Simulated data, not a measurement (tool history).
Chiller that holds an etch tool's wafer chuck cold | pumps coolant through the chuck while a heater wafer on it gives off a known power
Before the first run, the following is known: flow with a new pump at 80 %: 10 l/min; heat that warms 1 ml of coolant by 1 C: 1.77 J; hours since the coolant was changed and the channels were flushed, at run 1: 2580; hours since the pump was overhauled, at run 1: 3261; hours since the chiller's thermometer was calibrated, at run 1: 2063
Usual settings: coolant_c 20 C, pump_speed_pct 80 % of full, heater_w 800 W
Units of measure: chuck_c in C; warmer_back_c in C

| run | day | coolant_c | pump_speed_pct | heater_w | hours since the coolant was changed and the channels were flushed | hours since the pump was overhauled | hours since the chiller's thermometer was calibrated | chuck_c | warmer_back_c |
|---|---|---|---|---|---|---|---|---|---|
| 1 | 0 | 20 | 80 | 800 | 2580 | 3261 | 2063 | 27.63 | 2.91 |
| 2 | 2.704 | 20 | 80 | 800 | 2645 | 3326 | 2128 | 27.45 | 2.91 |
| 3 | 5.442 | 20 | 80 | 800 | 2711 | 3391 | 2194 | 27.43 | 2.87 |
| 4 | 9.183 | 20 | 80 | 800 | 2801 | 3481 | 2283 | 27.39 | 2.91 |
| 5 | 12.925 | 20 | 80 | 800 | 2891 | 3571 | 2373 | 27.5 | 2.89 |
| 6 | 15.512 | 20 | 80 | 800 | 2953 | 3633 | 2435 | 27.5 | 2.91 |
|  | 17.971 | chiller's thermometer calibrated |
| 7 | 18.833 | 20 | 80 | 800 | 3031 | 3712 | 21 | 28.27 | 2.92 |
| 8 | 22.575 | 20 | 80 | 800 | 3121 | 3802 | 111 | 28.18 | 2.93 |
| 9 | 26.338 | 20 | 80 | 800 | 3211 | 3892 | 201 | 28.13 | 2.92 |
| 10 | 28.8 | 27 | 80 | 932 | 3271 | 3951 | 260 | 36.54 | 3.44 |
| 11 | 31.388 | 15 | 80 | 800 | 3333 | 4013 | 322 | 23.15 | 2.98 |

Forecast run 12:
| 12 | 34.942 | 15 | 80 | 800 | 3418 | 4098 | 407 | ? | ? |

{"run 12": {"chuck_c": 23.21, "warmer_back_c": 2.95}}
The same run, on a tool lacking any hidden state, would have yielded chuck_c 22.44 C, warmer_back_c 2.7 C.
